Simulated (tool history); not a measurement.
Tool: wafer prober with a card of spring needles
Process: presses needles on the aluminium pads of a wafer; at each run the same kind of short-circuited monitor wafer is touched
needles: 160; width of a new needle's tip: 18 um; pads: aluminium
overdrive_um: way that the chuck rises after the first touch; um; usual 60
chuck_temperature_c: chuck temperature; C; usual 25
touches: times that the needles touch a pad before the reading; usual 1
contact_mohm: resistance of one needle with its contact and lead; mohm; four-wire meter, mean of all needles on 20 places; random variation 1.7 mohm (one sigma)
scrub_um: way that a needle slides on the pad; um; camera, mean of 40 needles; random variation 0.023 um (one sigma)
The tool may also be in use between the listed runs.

| run | day | overdrive_um | chuck_temperature_c | touches | contact_mohm | scrub_um |
|---|---|---|---|---|---|---|
| 1 | 0 | 60 | 25 | 1 | 229 | 10.05 |
|  | 0.375 | tips cleaned on abrasive film |
|  | 0.904 | tips cleaned on abrasive film |
| 2 | 1.217 | 60 | 25 | 1 | 286 | 10 |
|  | 1.471 | tips cleaned on abrasive film |
|  | 2.012 | tips cleaned on abrasive film |
| 3 | 2.475 | 60 | 25 | 1 | 311 | 9.97 |
|  | 2.546 | tips cleaned on abrasive film |
|  | 3.083 | tips cleaned on abrasive film |
| 4 | 3.258 | 60 | 41 | 1 | 258 | 10 |
|  | 3.629 | tips cleaned on abrasive film |
| 5 | 4.071 | 58 | 25 | 1 | 312 | 9.63 |
|  | 4.15 | tips cleaned on abrasive film |
|  | 4.254 | tips cleaned on abrasive film, once more |
|  | 4.421 | height of the first contact set anew |
|  | 4.817 | tips cleaned on abrasive film |
| 6 | 4.908 | 60 | 32 | 1 | 228 | 10.17 |
|  | 5.354 | tips cleaned on abrasive film |
|  | 5.888 | tips cleaned on abrasive film |
| 7 | 6.258 | 60 | 25 | 1 | 289 | 10.11 |
|  | 6.383 | tips cleaned on abrasive film |
|  | 6.929 | tips cleaned on abrasive film |
|  | 7.438 | tips cleaned on abrasive film |
| 8 | 7.438 | 60 | 25 | 1 | 177 | 10.07 |
|  | 7.996 | tips cleaned on abrasive film |
| 9 | 8.471 | 60 | 25 | 1 | 319 | 10.05 |
|  | 8.596 | tips cleaned on abrasive film |
|  | 9.092 | tips cleaned on abrasive film |
| 10 | 9.438 | 60 | 25 | 1 | 290 | 10.02 |
|  | 9.592 | tips cleaned on abrasive film |
|  | 10.092 | tips cleaned on abrasive film |
| 11 | 10.092 | 43 | 25 | 1 | 195 | 7.16 |
|  | 10.667 | tips cleaned on abrasive film |
| 12 | 11.083 | 60 | 25 | 1 | 305 | 10.02 |
|  | 11.183 | tips cleaned on abrasive film |
|  | 11.712 | tips cleaned on abrasive film |
|  | 12.288 | tips cleaned on abrasive film |
| 13 | 12.35 | 60 | 25 | 1 | 217 | 9.99 |
|  | 12.867 | tips cleaned on abrasive film |
| 14 | 13.042 | 60 | 25 | 1 | 269 | 9.99 |
|  | 13.233 | height of the first contact set anew |
|  | 13.446 | tips cleaned on abrasive film |
| 15 | 13.888 | 60 | 25 | 1 | 310 | 10.13 |
|  | 13.954 | tips cleaned on abrasive film |
|  | 14.467 | tips cleaned on abrasive film |
| 16 | 14.704 | 69 | 38 | 3 | 205 | 11.6 |
|  | 15.029 | tips cleaned on abrasive film |
|  | 15.608 | tips cleaned on abrasive film |
| 17 | 15.967 | 69 | 38 | 3 | 207 | 11.59 |
|  | 16.121 | tips cleaned on abrasive film |
|  | 16.688 | tips cleaned on abrasive film |
|  | 17.2 | tips cleaned on abrasive film |
| 18 | 17.296 | 42 | 90 | 2 | 258 | 7 |
|  | 17.758 | tips cleaned on abrasive film |
|  | 18.258 | tips cleaned on abrasive film |
| 19 | 18.3 | 42 | 90 | 2 | 236 | 7 |
|  | 18.792 | tips cleaned on abrasive film |
| 20 | 18.946 | 54 | 25 | 1 | 274 | 9.02 |
|  | 19.346 | tips cleaned on abrasive film |
|  | 19.858 | tips cleaned on abrasive film |
| 21 | 19.879 | 54 | 50 | 3 | 192 | 8.98 |
|  | 20.371 | tips cleaned on abrasive film |
| 22 | 20.454 | 60 | 72 | 1 | 231 | 10.02 |
|  | 20.908 | tips cleaned on abrasive film |
|  | 21.404 | tips cleaned on abrasive film |
| 23 | 21.654 | 53 | 25 | 2 | 259 | 8.81 |
|  | 21.908 | tips cleaned on abrasive film |
|  | 22.096 | height of the first contact set anew |
|  | 22.417 | tips cleaned on abrasive film |
| 24 | 22.583 | 53 | 25 | 2 | 241 | 8.98 |
|  | 22.962 | tips cleaned on abrasive film |
| 25 | 23.388 | 53 | 25 | 2 | 284 | 8.94 |
|  | 23.462 | tips cleaned on abrasive film |
|  | 24.008 | tips cleaned on abrasive film |
| 26 | 24.4 | 53 | 25 | 2 | 275 | 8.92 |
|  | 24.521 | tips cleaned on abrasive film |
|  | 25.071 | tips cleaned on abrasive film |
| 27 | 25.538 | 73 | 26 | 1 | 278 | 12.25 |
|  | 25.621 | tips cleaned on abrasive film |
|  | 26.146 | tips cleaned on abrasive film |
|  | 26.692 | tips cleaned on abrasive film |
| 28 | 26.754 | 61 | 63 | 1 | 230 | 10.22 |
|  | 27.192 | tips cleaned on abrasive film |
|  | 27.712 | tips cleaned on abrasive film |
| 29 | 27.771 | 61 | 63 | 2 | 202 | 10.22 |
|  | 28.238 | tips cleaned on abrasive film |
| 30 | 28.333 | 57 | 25 | 1 | 246 | 9.5 |

Measured less the same run without the tool's hidden state. The same run-to-run variation is in both; the gauge's scatter may not be:
The hidden state here: debris on the tips, nm; way that the needles fall short of the set height, um; tips' diameter, um; drift of the gauge itself on contact_mohm, %; drift of the gauge itself on scrub_um, %.
| run | contact_mohm | scrub_um |
|---|---|---|
| 1 | +55 | -0.07 |
| 2 | +112 | -0.12 |
| 3 | +140 | -0.14 |
| 4 | +81 | -0.16 |
| 5 | +143 | -0.17 |
| 6 | +54 | -0.01 |
| 7 | +119 | -0.03 |
| 8 | +7 | -0.06 |
| 9 | +144 | -0.06 |
| 10 | +122 | -0.09 |
| 11 | +16 | -0.11 |
| 12 | +134 | -0.1 |
| 13 | +47 | -0.14 |
| 14 | +97 | -0.14 |
| 15 | +136 | -0.01 |
| 16 | +31 | -0.03 |
| 17 | +38 | -0.06 |
| 18 | +65 | -0.09 |
| 19 | +43 | -0.11 |
| 20 | +101 | -0.12 |
| 21 | +13 | -0.14 |
| 22 | +52 | -0.14 |
| 23 | +85 | -0.17 |
| 24 | +69 | -0.01 |
| 25 | +109 | -0.02 |
| 26 | +99 | -0.04 |
| 27 | +109 | -0.05 |
| 28 | +50 | -0.09 |
| 29 | +22 | -0.1 |
| 30 | +73 | -0.11 |
